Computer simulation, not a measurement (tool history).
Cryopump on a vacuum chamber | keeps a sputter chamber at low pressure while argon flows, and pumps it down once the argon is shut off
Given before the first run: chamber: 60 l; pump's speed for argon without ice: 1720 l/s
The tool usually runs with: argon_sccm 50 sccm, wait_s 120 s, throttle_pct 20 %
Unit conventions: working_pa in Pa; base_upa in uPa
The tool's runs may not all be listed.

run   hour  argon_sccm  wait_s  throttle_pct  working_pa  base_upa
  1    0.0          50     120            20      0.2463      0.71
  2   27.8          50     120            20      0.2488      0.71
  3   56.0          50     120            20      0.2487      0.69
  4   80.7          33     120            20      0.1643      0.73
  5  110.7          33     120            20      0.1637      0.75
  6  138.1          33     120            20      0.1639      0.74
  7  173.3          33     120            20      0.1635      0.79
  8  198.5          33     120            20      0.1648      0.78
  9  219.3          50     120            20      0.2491      0.80
 10  239.1          50     120            20      0.2519      0.84
 11  270.4          50     120            20      0.2504      0.81
 12  289.0          36      28            24      0.1504      1.70
 13  311.2          50     120            48      0.1081      0.83
 14  347.0          50     120            48      0.1076      0.91
 15  376.0          50     120            48      0.1075      0.87
 16  397.0          50      23            32      0.1599      2.02
 17  415.2          50      66            29      0.1751      1.12
 18  446.4          50      66            29      0.1781      1.16
 19  465.3          50      66            29      0.1759      1.17
 20  481.4          50     181            54      0.0974      0.88
 21  496.8          50     120            20      0.2533      0.93

Consider 5 possible next runs. They are alternatives, not a sequence: every one starts from the tool as it was left by run 21. What does each give?
  A  514.0          50     120            20           ?         ?
  B  514.0          50     120            22           ?         ?
  C  514.0          65     114            20           ?         ?
  D  514.0          93     120            37           ?         ?
  E  514.0          50     120            45           ?         ?

run  working_pa  base_upa
  A      0.2513      0.95
  B      0.2304      0.94
  C      0.3265      0.97
  D      0.2600      0.98
  E      0.1158      0.94
Stripped of hidden state, with their random variation kept, the same runs would have yielded:
run  working_pa  base_upa
  A      0.2442      0.43
  B      0.2232      0.44
  C      0.3173      0.45
  D      0.2467      0.47
  E      0.1086      0.44

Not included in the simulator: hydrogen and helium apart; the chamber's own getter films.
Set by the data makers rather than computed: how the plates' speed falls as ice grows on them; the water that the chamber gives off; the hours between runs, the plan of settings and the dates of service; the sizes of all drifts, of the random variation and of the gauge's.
